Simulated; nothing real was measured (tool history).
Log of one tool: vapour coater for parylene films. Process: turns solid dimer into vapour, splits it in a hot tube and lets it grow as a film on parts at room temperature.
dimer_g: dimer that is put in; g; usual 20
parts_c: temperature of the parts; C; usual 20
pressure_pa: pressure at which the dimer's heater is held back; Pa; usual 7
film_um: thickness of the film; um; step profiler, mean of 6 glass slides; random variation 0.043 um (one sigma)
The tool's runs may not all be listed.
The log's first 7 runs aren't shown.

run   hour  dimer_g  parts_c  pressure_pa  hours of work since the trap's valve was overhauled  hours of work since the table's thermometer was calibrated  film_um
  8   81.8       19       20            7                                                  241                                                         196     5.38
  9   96.5       19       20            7                                                  249                                                         205     5.34
 10  107.4       19       20            7                                                  255                                                         211     5.35
 11    120       20       28            7                                                  262                                                         218     4.99
 12  131.1       20       28            7                                                  269                                                         224        5
 13  143.5       20       20         6.52                                                  276                                                         231     5.68
 14  155.4       20       20            7                                                  282                                                         238     5.66
 15  170.6       20       20            7                                                  291                                                         246     5.57
 16  181.3       20       20            7                                                  297                                                         252      5.7
 17  192.9       20       20            7                                                  303                                                         259     5.67
 18  208.2       22       20            7                                                  312                                                         268     6.25
 19  221.2       22       20            7                                                  319                                                         275     6.25
 20  228.9       22       20            7                                                  324                                                         279     6.19
 21  239.4       20       20            7                                                  330                                                         285     5.64
 22  250.8       20       20            7                                                  336                                                         292     5.66
 23  265.7       20       20            7                                                  344                                                         300     5.69
 24    275       20       20            7                                                  350                                                         305     5.68
 25  284.2       19       20            7                                                  355                                                         310     5.36
 26  299.4       28       28        11.13                                                  363                                                         319     6.24
 27  306.6       28       28        11.13                                                  367                                                         323     6.31
 28  322.2       20       20         3.41                                                  376                                                         332     6.59

Run 29 comes next. What will it give?
 29  331.9       20       20         3.41                                                  382                                                         337        ?

film_um: 6.62 um
Without the tool's hidden state the same run would have given film_um 6.64 um.
